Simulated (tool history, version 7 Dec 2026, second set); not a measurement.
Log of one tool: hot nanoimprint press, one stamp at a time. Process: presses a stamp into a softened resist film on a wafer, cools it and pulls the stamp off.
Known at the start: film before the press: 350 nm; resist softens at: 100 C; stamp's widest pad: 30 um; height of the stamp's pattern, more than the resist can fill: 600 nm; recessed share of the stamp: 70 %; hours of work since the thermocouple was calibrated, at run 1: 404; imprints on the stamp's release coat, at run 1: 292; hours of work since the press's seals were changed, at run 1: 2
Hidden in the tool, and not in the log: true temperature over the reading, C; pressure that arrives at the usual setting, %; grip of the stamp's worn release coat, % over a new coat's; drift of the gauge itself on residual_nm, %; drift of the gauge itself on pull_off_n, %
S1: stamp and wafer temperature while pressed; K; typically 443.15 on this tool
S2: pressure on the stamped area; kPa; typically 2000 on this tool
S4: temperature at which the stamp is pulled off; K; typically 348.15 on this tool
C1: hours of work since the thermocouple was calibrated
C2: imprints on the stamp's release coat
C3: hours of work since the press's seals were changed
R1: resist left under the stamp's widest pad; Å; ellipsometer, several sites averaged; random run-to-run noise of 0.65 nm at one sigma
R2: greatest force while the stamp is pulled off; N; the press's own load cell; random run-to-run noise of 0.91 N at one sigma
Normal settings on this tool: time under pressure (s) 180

{"run": 1, "hour": 0.0, "S1": 443.15, "S2": 2000, "time under pressure (s)": 180, "S4": 348.15, "C1": 404, "C2": 292, "C3": 2, "R1": 1572, "R2": 100.3}
{"run": 2, "hour": 11.7, "S1": 443.15, "S2": 2000, "time under pressure (s)": 180, "S4": 348.15, "C1": 412, "C2": 340, "C3": 10, "R1": 1555, "R2": 100.0}
{"run": 3, "hour": 19.9, "S1": 443.15, "S2": 2000, "time under pressure (s)": 180, "S4": 348.15, "C1": 417, "C2": 374, "C3": 16, "R1": 1571, "R2": 100.6}
{"run": 4, "hour": 31.8, "S1": 443.15, "S2": 2000, "time under pressure (s)": 180, "S4": 348.15, "C1": 426, "C2": 423, "C3": 24, "R1": 1566, "R2": 104.1}
{"run": 5, "hour": 42.8, "S1": 443.15, "S2": 2000, "time under pressure (s)": 180, "S4": 348.15, "C1": 433, "C2": 469, "C3": 31, "R1": 1567, "R2": 105.6}
{"run": 6, "hour": 52.4, "S1": 443.15, "S2": 2000, "time under pressure (s)": 180, "S4": 348.15, "C1": 440, "C2": 508, "C3": 38, "R1": 1568, "R2": 104.7}
{"run": 7, "hour": 59.4, "S1": 441.15, "S2": 2000, "time under pressure (s)": 306, "S4": 348.15, "C1": 444, "C2": 537, "C3": 42, "R1": 1394, "R2": 105.5}
{"hour": 75.9, "done": "stamp cleaned and given a new release coat"}
{"run": 8, "hour": 76.1, "S1": 441.15, "S2": 2000, "time under pressure (s)": 306, "S4": 348.15, "C1": 452, "C2": 0, "C3": 50, "R1": 1395, "R2": 94.8}
{"run": 9, "hour": 86.9, "S1": 443.15, "S2": 2590, "time under pressure (s)": 180, "S4": 339.15, "C1": 459, "C2": 45, "C3": 57, "R1": 1375, "R2": 107.1}
{"hour": 94.8, "done": "plate thermocouple calibrated"}
{"run": 10, "hour": 100.2, "S1": 443.15, "S2": 2000, "time under pressure (s)": 180, "S4": 334.15, "C1": 4, "C2": 87, "C3": 64, "R1": 1511, "R2": 109.9}
{"run": 11, "hour": 107.2, "S1": 443.15, "S2": 2120, "time under pressure (s)": 180, "S4": 334.15, "C1": 8, "C2": 116, "C3": 69, "R1": 1476, "R2": 110.6}

Predict each of these 3 candidate next runs independently; none follows another, all start after run 11:
{"run": "A", "hour": 114.3, "S1": 448.15, "S2": 2120, "time under pressure (s)": 180, "S4": 334.15, "C1": 13, "C2": 146, "C3": 74, "R1": "?", "R2": "?"}
{"run": "B", "hour": 114.3, "S1": 443.15, "S2": 1390, "time under pressure (s)": 180, "S4": 348.15, "C1": 13, "C2": 146, "C3": 74, "R1": "?", "R2": "?"}
{"run": "C", "hour": 114.3, "S1": 443.15, "S2": 2000, "time under pressure (s)": 180, "S4": 336.15, "C1": 13, "C2": 146, "C3": 74, "R1": "?", "R2": "?"}

run=A R1=1297 R2=111.8
run=B R1=1824 R2=93.5
run=C R1=1510 R2=109.7
With no hidden state in the tool, these same runs would have given:
run=A R1=1295 R2=108.0
run=B R1=1823 R2=90.4
run=C R1=1508 R2=106.0

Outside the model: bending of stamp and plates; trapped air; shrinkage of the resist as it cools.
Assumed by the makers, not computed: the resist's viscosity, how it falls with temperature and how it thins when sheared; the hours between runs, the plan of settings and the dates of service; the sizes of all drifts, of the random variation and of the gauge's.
